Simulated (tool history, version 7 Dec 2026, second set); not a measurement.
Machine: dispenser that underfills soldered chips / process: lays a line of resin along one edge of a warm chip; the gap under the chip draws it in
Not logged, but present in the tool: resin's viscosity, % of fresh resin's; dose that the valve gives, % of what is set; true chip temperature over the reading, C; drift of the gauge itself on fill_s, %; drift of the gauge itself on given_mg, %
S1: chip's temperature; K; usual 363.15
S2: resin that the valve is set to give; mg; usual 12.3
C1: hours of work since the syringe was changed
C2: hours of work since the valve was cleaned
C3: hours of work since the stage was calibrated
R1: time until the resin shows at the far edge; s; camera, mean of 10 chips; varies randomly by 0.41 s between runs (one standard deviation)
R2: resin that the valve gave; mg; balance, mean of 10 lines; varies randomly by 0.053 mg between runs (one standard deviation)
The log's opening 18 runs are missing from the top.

run,hour,S1,S2,C1,C2,C3,R1,R2
# hour 111.5: dispensing valve cleaned and set on the balance
19,114.9,363.15,12.3,6,2,148,32.2,12.16
# hour 122.1: new syringe of resin
20,122.5,363.15,12.3,0,7,153,26.9,12.3
21,126.1,360.15,12.3,3,10,156,33.7,12.21
22,134.6,360.15,12.3,9,16,162,42.1,12.08
# hour 137.3: new syringe of resin
23,142.7,369.15,13.1,4,21,167,23.4,12.81
24,150.7,369.15,13.1,9,27,173,29.3,12.84
# hour 152.5: new syringe of resin
25,159.1,367.15,13.9,5,33,179,26.3,13.52
26,165.4,372.15,12.2,9,37,183,25.3,11.88
# hour 167.9: new syringe of resin
27,174.5,369.15,11.7,5,43,189,23.6,11.3
28,180.6,369.15,11.7,9,47,193,28.5,11.27
# hour 183.2: new syringe of resin
29,187.5,369.15,11.7,3,52,198,22.6,11.3
30,194.2,348.15,14.5,8,57,203,70.8,14
# hour 198.5: new syringe of resin
31,202.1,373.15,14.5,2,62,208,18.5,13.85
32,209.3,373.15,12.6,8,67,213,22,12.09
# hour 213.4: new syringe of resin
33,214.5,353.15,12.6,1,70,216,43,12.03
34,219.4,358.15,15.7,4,74,220,37.5,14.88
35,225.4,358.15,15.7,8,78,224,43.6,14.84

Predict each of these 3 candidate next runs independently; none follows another, all start after run 35:
# hour 228.2: new syringe of resin
A,234.3,363.15,11.3,4,84,230,?,?
# hour 228.2: new syringe of resin
B,234.3,362.15,14.2,4,84,230,?,?
# hour 228.2: new syringe of resin
C,234.3,358.15,11.6,4,84,230,?,?

run,R1,R2
A,30.4,10.57
B,32.4,13.23
C,39.1,10.86
The same runs, with their run-to-run variation unchanged, on a tool lacking any hidden condition would have given:
run,R1,R2
A,26.7,11.28
B,28.8,14.12
C,34.5,11.59
